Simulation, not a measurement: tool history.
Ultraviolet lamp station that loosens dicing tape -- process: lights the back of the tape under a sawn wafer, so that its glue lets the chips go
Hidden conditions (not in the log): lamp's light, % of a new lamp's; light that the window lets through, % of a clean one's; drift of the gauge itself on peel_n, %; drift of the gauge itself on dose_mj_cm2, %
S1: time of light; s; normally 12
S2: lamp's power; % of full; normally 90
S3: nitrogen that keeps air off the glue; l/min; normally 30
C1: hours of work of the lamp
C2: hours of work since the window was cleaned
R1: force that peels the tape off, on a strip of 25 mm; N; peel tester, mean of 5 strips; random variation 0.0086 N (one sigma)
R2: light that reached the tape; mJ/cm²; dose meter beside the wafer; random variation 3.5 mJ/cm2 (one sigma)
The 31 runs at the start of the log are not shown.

run,hour,S1,S2,S3,C1,C2,R1,R2
32,1677.6,7,82,30,526,579,1.185,315
# hour 1708.1: window cleaned of glue's vapour
33,1734.4,7,82,23,550,11,1.342,311
34,1797.1,7,82,23,576,37,1.301,308
35,1851.5,7,82,23,599,60,1.311,310
36,1898.4,15,85,10,619,80,0.518,686
37,1951.1,21,82,10,641,102,0.271,938
38,1997.2,21,82,10,660,121,0.267,930
39,2062.2,21,82,10,687,148,0.263,920
40,2101.4,7,65,17,704,165,1.934,248
41,2149.9,7,65,17,724,185,1.953,245
42,2214.7,12,69,30,751,212,0.647,448
43,2255.2,6,66,24,768,229,2.128,214
44,2307.9,7,90,16,790,251,1.36,338

Alternative continuations, all from the tool just after run 44; predict every row:
A,2367,11,74,13,815,276,?,?
B,2367,16,98,49,815,276,?,?
C,2367,7,94,20,815,276,?,?

run,R1,R2
A,1.039,445
B,0.131,847
C,1.182,358
Stripped of hidden state, with their random variation kept, the same runs would have yielded:
run,R1,R2
A,1.036,446
B,0.131,848
C,1.179,359

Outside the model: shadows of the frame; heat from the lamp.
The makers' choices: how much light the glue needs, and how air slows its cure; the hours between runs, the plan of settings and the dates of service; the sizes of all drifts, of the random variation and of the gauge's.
